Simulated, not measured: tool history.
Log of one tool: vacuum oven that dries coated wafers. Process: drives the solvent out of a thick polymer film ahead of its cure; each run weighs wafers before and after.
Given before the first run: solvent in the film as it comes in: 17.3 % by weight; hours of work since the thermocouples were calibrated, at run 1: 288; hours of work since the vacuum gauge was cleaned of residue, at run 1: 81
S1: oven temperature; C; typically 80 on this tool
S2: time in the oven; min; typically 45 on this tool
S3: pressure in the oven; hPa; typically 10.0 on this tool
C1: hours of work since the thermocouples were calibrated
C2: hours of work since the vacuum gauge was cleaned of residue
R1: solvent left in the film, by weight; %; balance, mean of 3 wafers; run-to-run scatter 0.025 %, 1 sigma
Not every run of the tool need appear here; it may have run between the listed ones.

run     day  S1  S2    S3   C1   C2    R1
  1   0.000  80  45  10.0  288   81  4.16
  2   0.454  80  45  10.0  294   87  4.17
  3   0.921  80  45   5.9  301   94  3.88
  4   1.429  80  45   5.9  308  101  3.92
  5   1.867  80  45   5.9  314  107  3.89
  6   2.196  73  45  10.0  318  111  5.74
  7   2.496  73  45  10.0  323  115  5.75
  8   2.908  73  45  10.0  328  121  5.73
  9   3.442  73  45  10.0  336  128  5.71
 10   3.833  73  45  10.0  341  134  5.72
 11   4.562  73  45  10.0  351  144  5.70
 12   5.133  89  45  10.0  359  152  2.41
 13   5.704  89  45  10.0  367  160  2.48
 14   6.154  89  45  10.0  373  166  2.45
 15   6.746  80  45  10.0  381  174  4.15
 16   7.308  80  45  10.0  389  182  4.15
 17   7.633  80  45  10.0  394  187  4.12
 18   8.354  80  45  10.0  404  197  4.12
 19   9.067  80  45  10.0  414  206  4.17
 20   9.483  80  45  14.6  419  212  4.41
 21   9.792  80  45  14.6  424  216  4.41
 22  10.225  80  45  14.6  430  222  4.47
 23  10.883  80  45  14.6  439  232  4.41
 24  11.442  80  44  14.6  446  239  4.52
 25  11.758  81  48  18.1  451  244  4.12
 26  12.312  75  23  14.3  459  251  8.65
 27  12.750  83  75  38.1  465  257  3.60
 28  13.167  83  75  38.1  470  263  3.56
 29  13.646  84  45   9.0  477  270  3.24
 30  14.038  78  45  25.7  482  275  5.60
 31  14.371  87  27  35.0  487  280  6.16
 32  14.925  80  45  12.1  495  287  4.28
 33  15.258  94  45  16.1  499  292  1.96
 34  15.562  94  45  16.1  504  296  2.00
 35  16.162  94  31  23.0  512  305  3.59
 36  16.808  94  31  23.0  521  314  3.56
 37  17.396  94  31  23.0  529  322  3.57
 38  17.771  94  31  23.0  534  327  3.57
 39  18.104  94  31  23.0  539  332  3.55
 40  18.446  79  49  23.0  544  336  4.83
 41  18.917  87  32  23.0  550  343  4.89
 42  19.433  94  68   8.0  557  350  0.79
 43  19.883  70  47  16.9  563  356  6.77
 44  20.342  70  47  16.9  570  363  6.75
 45  20.858  70  47  16.9  577  370  6.73

Below are 3 alternative next runs, each starting from the tool's condition after run 45. Predict each:
  A  21.246  80  77  10.0  582  375   ?
  B  21.246  80  45  39.6  582  375   ?
  C  21.246  92  45  22.7  582  375   ?

run    R1
  A  2.07
  B  5.93
  C  2.54
Without the tool's unlogged condition, the same runs would have read:
run    R1
  A  2.17
  B  6.19
  C  2.69
